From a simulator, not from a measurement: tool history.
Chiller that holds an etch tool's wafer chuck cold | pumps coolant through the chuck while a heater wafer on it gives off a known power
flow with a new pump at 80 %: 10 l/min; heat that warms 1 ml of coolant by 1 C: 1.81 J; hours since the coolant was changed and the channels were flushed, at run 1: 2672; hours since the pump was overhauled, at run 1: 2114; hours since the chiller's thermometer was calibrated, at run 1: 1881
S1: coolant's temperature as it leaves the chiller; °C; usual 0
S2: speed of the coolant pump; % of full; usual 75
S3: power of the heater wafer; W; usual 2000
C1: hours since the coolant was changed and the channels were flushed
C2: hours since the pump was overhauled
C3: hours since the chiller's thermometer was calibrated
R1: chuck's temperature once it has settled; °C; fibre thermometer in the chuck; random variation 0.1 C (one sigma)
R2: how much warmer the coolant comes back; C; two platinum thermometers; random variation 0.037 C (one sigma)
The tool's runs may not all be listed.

Run 1, hour 0.0: usual settings; C1 2672; C2 2114; C3 1881. Result: R1 18.4 °C, R2 7.51 C.
Run 2, hour 36.2: usual settings but S3 1361 W; C1 2708; C2 2150; C3 1917. Result: R1 12.2 °C, R2 5.15 C.
Run 3, hour 77.5: usual settings but S3 1361 W; C1 2749; C2 2191; C3 1959. Result: R1 12.1 °C, R2 5.11 C.
Run 4, hour 117.2: usual settings but S3 1361 W; C1 2789; C2 2231; C3 1998. Result: R1 12.1 °C, R2 5.17 C.
Run 5, hour 142.8: usual settings but S3 1361 W; C1 2815; C2 2256; C3 2024. Result: R1 12.1 °C, R2 5.11 C.
Run 6, hour 167.0: usual settings but S3 2496 W; C1 2839; C2 2281; C3 2048. Result: R1 23.2 °C, R2 9.51 C.
Run 7, hour 209.9: usual settings but S3 2496 W; C1 2882; C2 2324; C3 2091. Result: R1 23.0 °C, R2 9.42 C.
Run 8, hour 251.5: usual settings but S2 100 % of full; C1 2923; C2 2365; C3 2133. Result: R1 14.5 °C, R2 5.51 C.
Run 9, hour 274.5: usual settings; C1 2946; C2 2388; C3 2156. Result: R1 18.4 °C, R2 7.61 C.
Run 10, hour 302.0: usual settings; C1 2974; C2 2416; C3 2183. Result: R1 18.5 °C, R2 7.63 C.
Run 11, hour 339.3: usual settings; C1 3011; C2 2453; C3 2220. Result: R1 18.6 °C, R2 7.62 C.
Run 12, hour 368.8: usual settings; C1 3041; C2 2482; C3 2250. Result: R1 18.5 °C, R2 7.63 C.
Run 13, hour 412.8: usual settings but S2 80 % of full; C1 3085; C2 2526; C3 2294. Result: R1 17.5 °C, R2 7.08 C.
Run 14, hour 450.3: usual settings but S3 1100 W; C1 3122; C2 2564; C3 2331. Result: R1 9.8 °C, R2 4.12 C.
Run 15, hour 472.1: usual settings but S2 66 % of full, S3 1100 W; C1 3144; C2 2586; C3 2353. Result: R1 11.0 °C, R2 4.84 C.
Run 16, hour 502.2: usual settings but S2 86 % of full, S3 1100 W; C1 3174; C2 2616; C3 2383. Result: R1 8.7 °C, R2 3.58 C.
Run 17, hour 548.7: usual settings but S2 86 % of full, S3 1100 W; C1 3221; C2 2662; C3 2430. Result: R1 8.7 °C, R2 3.58 C.
Run 18, hour 570.5: usual settings but S2 86 % of full, S3 1100 W; C1 3242; C2 2684; C3 2452. Result: R1 8.8 °C, R2 3.55 C.
Run 19, hour 597.7: usual settings but S2 86 % of full, S3 1100 W; C1 3270; C2 2711; C3 2479. Result: R1 8.9 °C, R2 3.63 C.
At hour 614.9: coolant changed, channels flushed.
Run 20, hour 648.3: usual settings but S2 77 % of full, S3 1135 W; C1 33; C2 2756; C3 2523. Result: R1 8.3 °C, R2 4.26 C.
Run 21, hour 680.2: usual settings but S1 -7 °C, S2 85 % of full; C1 65; C2 2788; C3 2555. Result: R1 7.1 °C, R2 6.65 C.
Run 22, hour 724.6: usual settings but S1 8 °C, S2 71 % of full, S3 2567 W; C1 110; C2 2832; C3 2600. Result: R1 29.5 °C, R2 10.48 C.
At hour 732.1: coolant pump overhauled.
Run 23, hour 753.7: usual settings but S1 8 °C, S2 64 % of full, S3 2526 W; C1 134; C2 22; C3 2624. Result: R1 31.6 °C, R2 11.92 C.
Run 24, hour 794.4: usual settings but S1 -9 °C, S2 64 % of full, S3 2526 W; C1 174; C2 62; C3 2664. Result: R1 14.6 °C, R2 11.90 C.
Run 25, hour 827.8: usual settings but S1 6 °C, S2 96 % of full; C1 208; C2 96; C3 2698. Result: R1 19.1 °C, R2 5.93 C.
Run 26, hour 871.4: usual settings but S1 -2 °C, S2 95 % of full, S3 1965 W; C1 252; C2 139; C3 2742. Result: R1 10.9 °C, R2 5.87 C.
At hour 898.8: coolant pump overhauled, once more.
Run 27, hour 913.4: usual settings but S1 -2 °C, S2 95 % of full, S3 1965 W; C1 288; C2 15; C3 2778. Result: R1 9.9 °C, R2 5.33 C.
Run 28, hour 948.0: usual settings but S1 -6 °C, S2 70 % of full, S3 1203 W; C1 323; C2 49; C3 2813. Result: R1 3.2 °C, R2 4.69 C.
Run 29, hour 974.3: usual settings but S1 -6 °C, S2 70 % of full, S3 1203 W; C1 349; C2 76; C3 2839. Result: R1 3.2 °C, R2 4.68 C.
Run 30, hour 1016.4: usual settings but S1 -6 °C, S2 70 % of full, S3 1203 W; C1 391; C2 118; C3 2881. Result: R1 3.4 °C, R2 4.65 C.
Run 31, hour 1053.6: usual settings but S1 8 °C, S2 83 % of full, S3 2680 W; C1 429; C2 155; C3 2919. Result: R1 26.9 °C, R2 8.54 C.
Run 32, hour 1077.8: usual settings but S1 8 °C, S2 83 % of full, S3 2680 W; C1 453; C2 179; C3 2943. Result: R1 27.1 °C, R2 8.54 C.
Run 33, hour 1096.9: usual settings but S1 8 °C, S2 83 % of full, S3 2680 W; C1 472; C2 198; C3 2962. Result: R1 26.9 °C, R2 8.53 C.

How the hidden state differs across the entries between the runs, from the last listed run before each to the first after it:
Between runs 19 and 20: coolant changed, channels flushed (hour 614.9)
  heat passed by the chuck's channels, % of clean ones': 80.1 -> 99.6; flow at a given pump speed, % of a new pump's: 93.4 -> 93.3; coolant's true temperature over the reading, C: -0.92 -> -0.93
  measured less the result without the state, R1: +1.0 -> -0.4 °C; R2: +0.23 -> +0.28 C
Between runs 22 and 23: coolant pump overhauled (hour 732.1)
  heat passed by the chuck's channels, % of clean ones': 99.1 -> 99; flow at a given pump speed, % of a new pump's: 93.1 -> 91.1; coolant's true temperature over the reading, C: -0.96 -> -0.97
  measured less the result without the state, R1: +0.3 -> +0.8 °C; R2: +0.72 -> +1.06 C
Between runs 26 and 27: coolant pump overhauled, once more (hour 898.8)
  heat passed by the chuck's channels, % of clean ones': 98.3 -> 98.1; flow at a given pump speed, % of a new pump's: 90.8 -> 99.8; coolant's true temperature over the reading, C: -1.01 -> -1.02
  measured less the result without the state, R1: +0.1 -> -0.9 °C; R2: +0.54 -> +0.01 C
